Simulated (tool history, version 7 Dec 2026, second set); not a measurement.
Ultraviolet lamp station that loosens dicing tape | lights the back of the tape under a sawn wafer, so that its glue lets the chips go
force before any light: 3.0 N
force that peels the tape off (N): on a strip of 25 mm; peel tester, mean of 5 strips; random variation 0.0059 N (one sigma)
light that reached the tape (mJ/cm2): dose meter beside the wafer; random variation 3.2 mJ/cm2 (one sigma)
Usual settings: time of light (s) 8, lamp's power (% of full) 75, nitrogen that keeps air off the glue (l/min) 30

run	hour	time of light (s)	lamp's power (% of full)	nitrogen that keeps air off the glue (l/min)	force that peels the tape off (N)	light that reached the tape (mJ/cm2)
1	0.0	8	75	30	0.196	417
2	8.3	8	75	30	0.181	416
3	20.4	8	75	30	0.205	410
4	34.6	8	75	30	0.198	411
5	50.4	8	75	49	0.149	472
6	62.8	8	75	49	0.148	474
7	73.2	14	75	30	0.123	832
8	82.7	14	75	30	0.135	826
9	95.2	14	75	30	0.130	816
10	108.9	14	75	30	0.134	816
11	120.6	14	75	30	0.137	812
12	135.9	8	64	56	0.175	397
13	150.5	5	75	25	0.396	286
14	161.6	4	99	16	0.464	298
15	173.9	4	99	16	0.449	296
16	184.9	4	99	16	0.475	297
17	194.5	8	87	36	0.151	517
18	206.4	8	87	36	0.148	522
19	214.5	8	87	36	0.138	512
20	225.8	8	82	36	0.153	490
21	239.1	7	90	16	0.215	467

Taken out of this log: 1 entry between the listed runs. Where each belongs, and how the hidden state differs across it:
Between runs 4 and 5: window cleaned of glue's vapour (hour 49.4)
  lamp's light, % of a new lamp's: 93.7 -> 93.6; light that the window lets through, % of a clean one's: 85.9 -> 99.8
  measured less the result without the state, force that peels the tape off (N): +0.044 -> +0.006; light that reached the tape (mJ/cm2): -99 -> -34

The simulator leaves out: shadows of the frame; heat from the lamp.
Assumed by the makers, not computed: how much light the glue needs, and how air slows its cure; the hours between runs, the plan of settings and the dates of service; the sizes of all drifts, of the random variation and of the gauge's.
